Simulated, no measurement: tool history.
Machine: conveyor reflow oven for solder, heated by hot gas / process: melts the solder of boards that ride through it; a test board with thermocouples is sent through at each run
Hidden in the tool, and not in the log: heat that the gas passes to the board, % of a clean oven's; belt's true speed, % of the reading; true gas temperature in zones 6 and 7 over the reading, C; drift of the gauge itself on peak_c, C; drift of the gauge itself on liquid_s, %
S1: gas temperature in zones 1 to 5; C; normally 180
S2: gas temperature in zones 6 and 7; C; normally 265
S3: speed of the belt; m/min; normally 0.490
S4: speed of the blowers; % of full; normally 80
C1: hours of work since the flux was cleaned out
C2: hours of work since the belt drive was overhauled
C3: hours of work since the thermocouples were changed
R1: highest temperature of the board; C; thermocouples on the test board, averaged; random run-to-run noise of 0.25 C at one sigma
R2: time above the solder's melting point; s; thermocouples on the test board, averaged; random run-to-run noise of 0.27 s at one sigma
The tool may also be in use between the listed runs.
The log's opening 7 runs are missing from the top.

| run | hour | S1 | S2 | S3 | S4 | C1 | C2 | C3 | R1 | R2 |
|---|---|---|---|---|---|---|---|---|---|---|
| 8 | 327.5 | 178 | 265 | 0.490 | 80 | 155 | 1394 | 39 | 254.9 | 62.2 |
| 9 | 362.6 | 180 | 265 | 0.490 | 59 | 177 | 1415 | 60 | 251.7 | 60.0 |
| 10 | 397.5 | 180 | 265 | 0.490 | 59 | 199 | 1437 | 82 | 251.8 | 60.0 |
| 11 | 431.3 | 180 | 265 | 0.399 | 80 | 220 | 1458 | 103 | 259.2 | 81.7 |
| 12 | 465.6 | 180 | 265 | 0.490 | 80 | 241 | 1480 | 125 | 254.5 | 62.5 |
| 13 | 509.4 | 180 | 266 | 0.490 | 80 | 269 | 1507 | 152 | 255.7 | 62.8 |
|  | 523.6 | flux residue cleaned out of gas plates and filters |
| 14 | 575.1 | 180 | 266 | 0.490 | 80 | 32 | 1545 | 190 | 255.8 | 63.8 |
| 15 | 623.9 | 180 | 265 | 0.490 | 66 | 63 | 1575 | 220 | 253.4 | 61.1 |
|  | 643.2 | belt drive overhauled, speed set with a stopwatch |
| 16 | 668.7 | 180 | 265 | 0.490 | 54 | 88 | 16 | 246 | 249.9 | 55.0 |
| 17 | 715.8 | 180 | 258 | 0.440 | 67 | 117 | 45 | 275 | 248.3 | 62.7 |
| 18 | 777.6 | 180 | 258 | 0.440 | 67 | 156 | 84 | 314 | 248.2 | 62.5 |
| 19 | 836.3 | 180 | 258 | 0.440 | 67 | 193 | 121 | 351 | 247.8 | 62.8 |
| 20 | 867.8 | 176 | 268 | 0.447 | 59 | 212 | 140 | 370 | 255.0 | 64.0 |
| 21 | 922.7 | 176 | 268 | 0.447 | 87 | 247 | 175 | 404 | 258.2 | 67.5 |
|  | 970.8 | flux residue cleaned out of gas plates and filters |
| 22 | 983.4 | 189 | 267 | 0.447 | 87 | 8 | 209 | 439 | 259.6 | 72.2 |
| 23 | 1032.4 | 192 | 265 | 0.490 | 73 | 39 | 240 | 470 | 254.7 | 65.4 |
| 24 | 1073.7 | 192 | 265 | 0.567 | 63 | 64 | 266 | 496 | 249.3 | 51.6 |
| 25 | 1114.2 | 178 | 265 | 0.490 | 80 | 90 | 291 | 521 | 253.7 | 58.5 |
| 26 | 1149.2 | 178 | 265 | 0.490 | 80 | 111 | 313 | 543 | 253.3 | 58.8 |
| 27 | 1209.2 | 195 | 264 | 0.490 | 86 | 149 | 350 | 580 | 254.8 | 67.8 |
| 28 | 1238.3 | 190 | 277 | 0.490 | 72 | 167 | 368 | 598 | 264.4 | 68.8 |
| 29 | 1284.3 | 190 | 277 | 0.490 | 72 | 196 | 397 | 627 | 264.3 | 68.7 |
| 30 | 1327.8 | 167 | 265 | 0.445 | 80 | 223 | 424 | 654 | 253.8 | 62.5 |
| 31 | 1359.6 | 184 | 262 | 0.414 | 55 | 243 | 444 | 674 | 251.8 | 71.3 |

Below are 3 alternative next runs, each starting from the tool's condition after run 31. Predict each:
|  | 1417.5 | flux residue cleaned out of gas plates and filters |
| A | 1418.1 | 184 | 265 | 0.555 | 80 | 0 | 478 | 708 | ? | ? |
|  | 1417.5 | flux residue cleaned out of gas plates and filters |
| B | 1418.1 | 184 | 273 | 0.437 | 55 | 0 | 478 | 708 | ? | ? |
|  | 1417.5 | flux residue cleaned out of gas plates and filters |
| C | 1418.1 | 180 | 276 | 0.490 | 80 | 0 | 478 | 708 | ? | ? |

| run | R1 | R2 |
|---|---|---|
| A | 251.1 | 52.0 |
| B | 260.3 | 73.1 |
| C | 263.3 | 65.3 |
The same runs, with their run-to-run variation unchanged, on a tool lacking any hidden condition would have given:
| run | R1 | R2 |
|---|---|---|
| A | 252.0 | 51.8 |
| B | 261.2 | 72.6 |
| C | 264.2 | 64.8 |
